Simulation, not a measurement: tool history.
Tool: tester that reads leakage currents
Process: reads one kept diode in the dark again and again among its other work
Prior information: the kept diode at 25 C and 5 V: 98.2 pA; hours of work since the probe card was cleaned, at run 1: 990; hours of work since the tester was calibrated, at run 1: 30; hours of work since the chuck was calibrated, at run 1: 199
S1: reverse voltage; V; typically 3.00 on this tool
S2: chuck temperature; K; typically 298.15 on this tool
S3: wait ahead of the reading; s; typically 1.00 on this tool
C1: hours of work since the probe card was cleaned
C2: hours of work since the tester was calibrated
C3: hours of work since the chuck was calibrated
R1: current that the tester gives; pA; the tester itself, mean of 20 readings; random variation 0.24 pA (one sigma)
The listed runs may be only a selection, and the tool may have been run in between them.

Run 1, hour 0.0: usual settings; C1 990; C2 30; C3 199. Result: R1 81.04 pA.
Run 2, hour 47.1: usual settings; C1 1019; C2 59; C3 229. Result: R1 81.54 pA.
Run 3, hour 76.4: usual settings but S2 317.15 K; C1 1038; C2 77; C3 247. Result: R1 434.70 pA.
Run 4, hour 130.6: usual settings but S2 317.15 K; C1 1071; C2 111; C3 280. Result: R1 434.87 pA.
Run 5, hour 175.1: usual settings; C1 1099; C2 139; C3 308. Result: R1 80.91 pA.
Run 6, hour 234.4: usual settings but S1 2.89 V; C1 1136; C2 175; C3 345. Result: R1 79.36 pA.
Run 7, hour 272.1: usual settings but S1 2.89 V; C1 1159; C2 199; C3 368. Result: R1 79.16 pA.
Run 8, hour 337.2: usual settings but S1 2.89 V, S3 0.45 s; C1 1199; C2 239; C3 409. Result: R1 80.05 pA.
Run 9, hour 384.8: usual settings but S1 2.89 V, S3 0.45 s; C1 1229; C2 269; C3 438. Result: R1 80.30 pA.
Run 10, hour 434.4: usual settings but S1 10.24 V; C1 1260; C2 299; C3 469. Result: R1 144.64 pA.
Run 11, hour 495.0: usual settings but S1 1.55 V; C1 1297; C2 337; C3 506. Result: R1 59.42 pA.
Run 12, hour 560.9: usual settings but S3 3.25 s; C1 1338; C2 378; C3 547. Result: R1 79.96 pA.
Run 13, hour 618.7: usual settings but S3 3.25 s; C1 1374; C2 414; C3 583. Result: R1 80.24 pA.
Run 14, hour 648.8: usual settings but S2 301.15 K; C1 1393; C2 432; C3 602. Result: R1 105.35 pA.
Run 15, hour 712.4: usual settings but S2 301.15 K; C1 1432; C2 472; C3 641. Result: R1 105.97 pA.
Run 16, hour 779.0: usual settings but S2 301.15 K; C1 1473; C2 513; C3 683. Result: R1 105.35 pA.
Run 17, hour 818.2: usual settings but S2 301.15 K; C1 1498; C2 538; C3 707. Result: R1 104.69 pA.
Run 18, hour 849.3: usual settings but S2 301.15 K; C1 1517; C2 557; C3 726. Result: R1 105.17 pA.
Run 19, hour 889.5: usual settings but S2 301.15 K; C1 1542; C2 582; C3 751. Result: R1 105.11 pA.
Run 20, hour 956.8: usual settings but S3 0.72 s; C1 1584; C2 624; C3 793. Result: R1 80.27 pA.
Run 21, hour 985.8: usual settings but S1 4.15 V, S2 302.15 K, S3 0.55 s; C1 1602; C2 642; C3 811. Result: R1 134.04 pA.
At hour 991.9: chuck's temperature calibrated.
Run 22, hour 1025.9: usual settings but S1 3.27 V, S2 301.15 K, S3 8.10 s; C1 1625; C2 665; C3 21. Result: R1 105.37 pA.
Run 23, hour 1056.9: usual settings but S1 3.27 V, S2 301.15 K, S3 8.66 s; C1 1645; C2 684; C3 40. Result: R1 105.15 pA.
Run 24, hour 1117.2: usual settings but S1 9.60 V, S3 1.72 s; C1 1682; C2 722; C3 78. Result: R1 135.86 pA.
Run 25, hour 1172.2: usual settings but S1 9.60 V, S3 0.88 s; C1 1716; C2 756; C3 112. Result: R1 137.63 pA.
At hour 1195.9: chuck's temperature calibrated, once more.
Run 26, hour 1211.4: usual settings but S2 307.15 K, S3 1.76 s; C1 1739; C2 779; C3 10. Result: R1 185.56 pA.
Run 27, hour 1269.0: usual settings but S1 2.26 V, S2 301.15 K, S3 0.53 s; C1 1775; C2 815; C3 45. Result: R1 97.33 pA.
Run 28, hour 1325.7: usual settings but S1 1.31 V, S2 301.15 K, S3 0.53 s; C1 1810; C2 850; C3 81. Result: R1 75.05 pA.
Run 29, hour 1380.2: usual settings but S1 1.31 V, S2 301.15 K, S3 0.53 s; C1 1844; C2 884; C3 114. Result: R1 74.86 pA.
Run 30, hour 1418.2: usual settings but S2 320.15 K, S3 4.32 s; C1 1867; C2 907; C3 138. Result: R1 562.02 pA.
Run 31, hour 1454.8: usual settings but S2 316.15 K, S3 1.77 s; C1 1890; C2 930; C3 161. Result: R1 401.27 pA.
Run 32, hour 1495.3: usual settings but S2 316.15 K, S3 1.77 s; C1 1915; C2 955; C3 186. Result: R1 402.69 pA.
Run 33, hour 1544.9: usual settings but S2 316.15 K, S3 1.77 s; C1 1946; C2 986; C3 216. Result: R1 399.77 pA.
Run 34, hour 1607.6: usual settings but S1 3.37 V, S2 320.15 K, S3 2.12 s; C1 1985; C2 1025; C3 255. Result: R1 586.78 pA.
Run 35, hour 1674.4: usual settings but S1 1.59 V, S2 318.15 K, S3 7.97 s; C1 2026; C2 1066; C3 297. Result: R1 357.78 pA.
Run 36, hour 1710.6: usual settings but S1 1.59 V, S2 318.15 K, S3 7.97 s; C1 2049; C2 1089; C3 319. Result: R1 354.86 pA.
Run 37, hour 1743.2: usual settings but S1 1.59 V, S2 318.15 K, S3 7.97 s; C1 2069; C2 1109; C3 339. Result: R1 357.38 pA.
Run 38, hour 1783.9: usual settings but S1 1.22 V, S2 301.15 K, S3 1.70 s; C1 2094; C2 1134; C3 365. Result: R1 71.26 pA.
Run 39, hour 1832.8: usual settings but S2 319.15 K, S3 2.82 s; C1 2125; C2 1164; C3 395. Result: R1 506.60 pA.

Consider 5 possible next runs. They are alternatives, not a sequence: every one starts from the tool as it was left by run 39. What does each give?
Run A, hour 1894.7: usual settings but S2 319.15 K, S3 0.42 s; C1 2163; C2 1203; C3 433. Result: R1 ?.
Run B, hour 1894.7: usual settings but S2 328.15 K; C1 2163; C2 1203; C3 433. Result: R1 ?.
Run C, hour 1894.7: usual settings but S2 300.15 K; C1 2163; C2 1203; C3 433. Result: R1 ?.
Run D, hour 1894.7: usual settings but S1 7.25 V, S2 319.15 K, S3 1.37 s; C1 2163; C2 1203; C3 433. Result: R1 ?.
Run E, hour 1894.7: usual settings but S1 9.05 V, S2 295.15 K; C1 2163; C2 1203; C3 433. Result: R1 ?.

run       R1
  A   508.72
  B  1057.85
  C    98.77
  D   757.00
  E   111.82
With no hidden state in the tool, these same runs would have given:
run       R1
  A   514.46
  B  1074.58
  C    95.63
  D   760.28
  E    97.68
